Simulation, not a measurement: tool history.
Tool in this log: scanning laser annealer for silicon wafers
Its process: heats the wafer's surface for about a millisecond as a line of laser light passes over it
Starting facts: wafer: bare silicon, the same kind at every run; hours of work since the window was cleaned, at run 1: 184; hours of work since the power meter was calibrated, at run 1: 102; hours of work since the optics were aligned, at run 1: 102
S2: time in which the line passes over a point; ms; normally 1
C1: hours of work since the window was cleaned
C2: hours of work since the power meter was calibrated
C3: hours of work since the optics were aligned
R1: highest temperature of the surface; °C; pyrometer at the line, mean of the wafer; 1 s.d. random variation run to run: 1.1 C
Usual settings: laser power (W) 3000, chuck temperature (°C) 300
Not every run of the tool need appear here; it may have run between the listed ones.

Run 1, hour 0: usual settings; C1 184; C2 102; C3 102. Result: R1 1042 °C.
Run 2, hour 19.8: usual settings; C1 197; C2 115; C3 115. Result: R1 1043 °C.
Run 3, hour 39.5: usual settings; C1 210; C2 128; C3 128. Result: R1 1045 °C.
Run 4, hour 60.5: usual settings; C1 224; C2 142; C3 142. Result: R1 1043 °C.
Run 5, hour 80: usual settings; C1 237; C2 155; C3 155. Result: R1 1040 °C.
Run 6, hour 99: usual settings; C1 250; C2 168; C3 168. Result: R1 1041 °C.
Run 7, hour 120.9: usual settings; C1 264; C2 182; C3 182. Result: R1 1039 °C.
Run 8, hour 133.6: usual settings; C1 273; C2 191; C3 191. Result: R1 1041 °C.
Run 9, hour 154.9: usual settings; C1 287; C2 205; C3 205. Result: R1 1040 °C.
Run 10, hour 169.2: usual settings; C1 296; C2 214; C3 214. Result: R1 1040 °C.
Run 11, hour 184.9: usual settings; C1 307; C2 225; C3 225. Result: R1 1039 °C.
Run 12, hour 197.5: usual settings; C1 315; C2 233; C3 233. Result: R1 1039 °C.
Run 13, hour 209.1: usual settings but S2 0.83 ms; C1 323; C2 241; C3 241. Result: R1 974 °C.
Run 14, hour 227.5: usual settings; C1 335; C2 253; C3 253. Result: R1 1038 °C.
Run 15, hour 246.3: usual settings; C1 347; C2 265; C3 265. Result: R1 1038 °C.
Run 16, hour 268.5: usual settings but laser power (W) 3108, S2 0.91 ms, chuck temperature (°C) 292; C1 362; C2 280; C3 280. Result: R1 1019 °C.
Run 17, hour 285.8: usual settings but laser power (W) 3108, S2 0.75 ms, chuck temperature (°C) 309; C1 373; C2 292; C3 292. Result: R1 969 °C.
Run 18, hour 307.4: usual settings but laser power (W) 3108, S2 0.75 ms, chuck temperature (°C) 309; C1 388; C2 306; C3 306. Result: R1 967 °C.
Run 19, hour 330.3: usual settings but laser power (W) 2835, S2 1.15 ms, chuck temperature (°C) 334; C1 403; C2 321; C3 321. Result: R1 1082 °C.
Run 20, hour 344.2: usual settings but laser power (W) 2835, S2 1.15 ms, chuck temperature (°C) 334; C1 412; C2 330; C3 330. Result: R1 1080 °C.
Run 21, hour 355.8: usual settings but laser power (W) 3260, S2 1.2 ms, chuck temperature (°C) 330; C1 420; C2 338; C3 338. Result: R1 1202 °C.
Run 22, hour 369.9: usual settings but S2 0.77 ms, chuck temperature (°C) 337; C1 429; C2 347; C3 347. Result: R1 983 °C.
Run 23, hour 380.5: usual settings but chuck temperature (°C) 336; C1 436; C2 354; C3 354. Result: R1 1073 °C.
Run 24, hour 398.6: usual settings but S2 0.79 ms, chuck temperature (°C) 336; C1 448; C2 366; C3 366. Result: R1 989 °C.
Run 25, hour 411.9: usual settings but laser power (W) 2681, S2 1.21 ms, chuck temperature (°C) 330; C1 457; C2 375; C3 375. Result: R1 1056 °C.
Run 26, hour 422.7: usual settings but laser power (W) 2681, S2 1.21 ms, chuck temperature (°C) 330; C1 464; C2 382; C3 382. Result: R1 1056 °C.
Run 27, hour 441: usual settings but laser power (W) 3167, S2 0.72 ms, chuck temperature (°C) 271; C1 476; C2 395; C3 395. Result: R1 927 °C.

What if the next run were any one of these 3? Each begins from the tool's condition after run 27:
Run A, hour 458.3: usual settings but laser power (W) 2785, S2 0.81 ms, chuck temperature (°C) 312; C1 488; C2 406; C3 406. Result: R1 ?.
Run B, hour 458.3: usual settings but laser power (W) 2565, S2 0.72 ms, chuck temperature (°C) 317; C1 488; C2 406; C3 406. Result: R1 ?.
Run C, hour 458.3: usual settings but chuck temperature (°C) 314; C1 488; C2 406; C3 406. Result: R1 ?.

run    R1
  A   925
  B   853
  C  1047
The same runs, with their run-to-run variation unchanged, on a tool lacking any hidden condition would have given:
run    R1
  A   943
  B   869
  C  1068

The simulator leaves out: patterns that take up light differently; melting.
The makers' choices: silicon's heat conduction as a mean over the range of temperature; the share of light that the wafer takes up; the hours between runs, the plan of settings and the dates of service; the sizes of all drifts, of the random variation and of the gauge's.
